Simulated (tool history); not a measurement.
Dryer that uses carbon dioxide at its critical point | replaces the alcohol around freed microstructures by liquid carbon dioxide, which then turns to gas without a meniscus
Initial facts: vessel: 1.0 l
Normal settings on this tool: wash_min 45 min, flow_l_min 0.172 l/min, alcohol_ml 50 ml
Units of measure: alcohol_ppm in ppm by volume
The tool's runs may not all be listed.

run   hour  wash_min  flow_l_min  alcohol_ml  alcohol_ppm
  1    0.0        45       0.172          50          140
  2   16.7        45       0.172          50          148
      19.1  -- inlet filter changed
  3   35.1        45       0.172          50           60
  4   50.8        40       0.172          50          108
  5   60.5        45       0.172          75           84
  6   76.4        65       0.172          75           27
  7   91.9        65       0.172          75           20
  8  105.6        45       0.172          30           45
  9  113.8        45       0.172          30           57
 10  132.1        45       0.172          33           53
 11  141.2        45       0.172          33           54
 12  157.5        45       0.172          44           66
 13  176.3        45       0.172          44           70
 14  194.6        45       0.125          50          425
 15  207.5        45       0.125          50          424
 16  221.0        33       0.172          50          382
 17  235.0        33       0.172          50          398
 18  247.7        45       0.172          50           91
 19  258.1        45       0.172          50           88
 20  271.3        45       0.172          50           87
 21  287.2        45       0.172          24           53
 22  305.2        45       0.172          24           64
 23  322.3        45       0.172          49           93
 24  339.6        45       0.172          50          101
 25  354.1        45       0.110          42          764
 26  368.0        45       0.172          29           65
 27  380.7        47       0.142          23          119
 28  391.5        52       0.281          92           24
 29  405.8        52       0.280          92           20
 30  417.3        45       0.132          59          505
 31  431.5        54       0.206          35           28
 32  447.4        51       0.217          34           31
 33  461.9        51       0.217          34           34
 34  473.3        38       0.121          23          614
 35  489.9        38       0.121          23          626
 36  507.9        41       0.129          64          988
 37  517.6        45       0.278          50           38
 38  536.2        45       0.172          49          135
 39  555.5        45       0.131          48          520
 40  567.2        44       0.172          50          156
 41  580.2        45       0.233          25           48
 42  598.8        46       0.167          50          153
 43  615.7        56       0.172          50           65
 44  627.8        33       0.194          99          731
 45  645.1        58       0.133          25          115
 46  655.8        31       0.132         109         4862
 47  668.1        31       0.132         109         4891

Measured minus without-hidden-state, run by run (identical run-to-run variation in each term; gauge scatter may differ):
Hidden conditions of the tool in this case: flow that reaches the vessel past the clogged filter, %; alcohol in the recycled carbon dioxide, ppm; drift of the gauge itself on alcohol_ppm, %.
run  alcohol_ppm
  1          +90
  2          +92
  3          +11
  4          +17
  5          +17
  6          +12
  7          +13
  8          +17
  9          +18
 10          +20
 11          +21
 12          +24
 13          +28
 14          +95
 15         +102
 16         +100
 17         +106
 18          +37
 19          +40
 20          +43
 21          +30
 22          +33
 23          +48
 24          +52
 25         +246
 26          +41
 27          +60
 28          +22
 29          +20
 30         +217
 31          +26
 32          +25
 33          +26
 34         +239
 35         +252
 36         +441
 37          +26
 38          +87
 39         +273
 40         +106
 41          +32
 42         +103
 43          +49
 44         +431
 45          +78
 46        +2137
 47        +2176
